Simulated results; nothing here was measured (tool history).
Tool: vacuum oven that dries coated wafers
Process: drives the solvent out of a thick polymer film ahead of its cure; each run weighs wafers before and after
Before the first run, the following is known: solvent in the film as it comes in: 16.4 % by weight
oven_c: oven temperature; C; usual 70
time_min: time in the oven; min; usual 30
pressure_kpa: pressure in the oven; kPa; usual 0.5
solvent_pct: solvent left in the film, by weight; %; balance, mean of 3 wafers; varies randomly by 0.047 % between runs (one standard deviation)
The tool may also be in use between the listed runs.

{"run": 1, "hour": 0.0, "oven_c": 70, "time_min": 30, "pressure_kpa": 0.5, "solvent_pct": 1.08}
{"run": 2, "hour": 29.3, "oven_c": 70, "time_min": 30, "pressure_kpa": 0.5, "solvent_pct": 1.11}
{"run": 3, "hour": 56.9, "oven_c": 70, "time_min": 30, "pressure_kpa": 0.5, "solvent_pct": 1.09}
{"run": 4, "hour": 98.4, "oven_c": 70, "time_min": 30, "pressure_kpa": 0.5, "solvent_pct": 1.14}
{"run": 5, "hour": 135.1, "oven_c": 70, "time_min": 30, "pressure_kpa": 0.5, "solvent_pct": 1.17}
{"run": 6, "hour": 154.8, "oven_c": 70, "time_min": 30, "pressure_kpa": 0.5, "solvent_pct": 1.17}
{"run": 7, "hour": 177.6, "oven_c": 70, "time_min": 30, "pressure_kpa": 0.5, "solvent_pct": 1.07}
{"run": 8, "hour": 206.8, "oven_c": 61, "time_min": 30, "pressure_kpa": 0.5, "solvent_pct": 3.41}
{"run": 9, "hour": 233.4, "oven_c": 68, "time_min": 30, "pressure_kpa": 0.5, "solvent_pct": 1.58}
{"run": 10, "hour": 258.3, "oven_c": 68, "time_min": 30, "pressure_kpa": 0.5, "solvent_pct": 1.52}
{"run": 11, "hour": 283.9, "oven_c": 70, "time_min": 30, "pressure_kpa": 0.5, "solvent_pct": 1.22}
{"run": 12, "hour": 321.4, "oven_c": 70, "time_min": 30, "pressure_kpa": 0.5, "solvent_pct": 1.2}
{"run": 13, "hour": 351.2, "oven_c": 70, "time_min": 30, "pressure_kpa": 0.33, "solvent_pct": 1.1}
{"run": 14, "hour": 369.8, "oven_c": 70, "time_min": 30, "pressure_kpa": 0.33, "solvent_pct": 1.14}
{"run": 15, "hour": 404.7, "oven_c": 62, "time_min": 30, "pressure_kpa": 0.33, "solvent_pct": 3.14}
{"hour": 410.0, "done": "vacuum gauge cleaned of residue and calibrated"}
{"run": 16, "hour": 442.8, "oven_c": 62, "time_min": 30, "pressure_kpa": 0.33, "solvent_pct": 3.11}
{"run": 17, "hour": 485.6, "oven_c": 62, "time_min": 30, "pressure_kpa": 0.33, "solvent_pct": 3.24}
{"run": 18, "hour": 522.3, "oven_c": 62, "time_min": 35, "pressure_kpa": 0.33, "solvent_pct": 2.57}
{"run": 19, "hour": 564.2, "oven_c": 62, "time_min": 35, "pressure_kpa": 0.33, "solvent_pct": 2.57}
{"run": 20, "hour": 594.1, "oven_c": 62, "time_min": 52, "pressure_kpa": 0.963, "solvent_pct": 1.87}
{"run": 21, "hour": 619.8, "oven_c": 56, "time_min": 41, "pressure_kpa": 0.265, "solvent_pct": 3.91}

Estimate the outcome of run 22 from the log above:
{"run": 22, "hour": 652.8, "oven_c": 56, "time_min": 54, "pressure_kpa": 0.265, "solvent_pct": "?"}

{"run 22": {"solvent_pct": 2.68}}
With the hidden condition absent and the run-to-run variation left alone, this run would have shown solvent_pct 2.08 %.
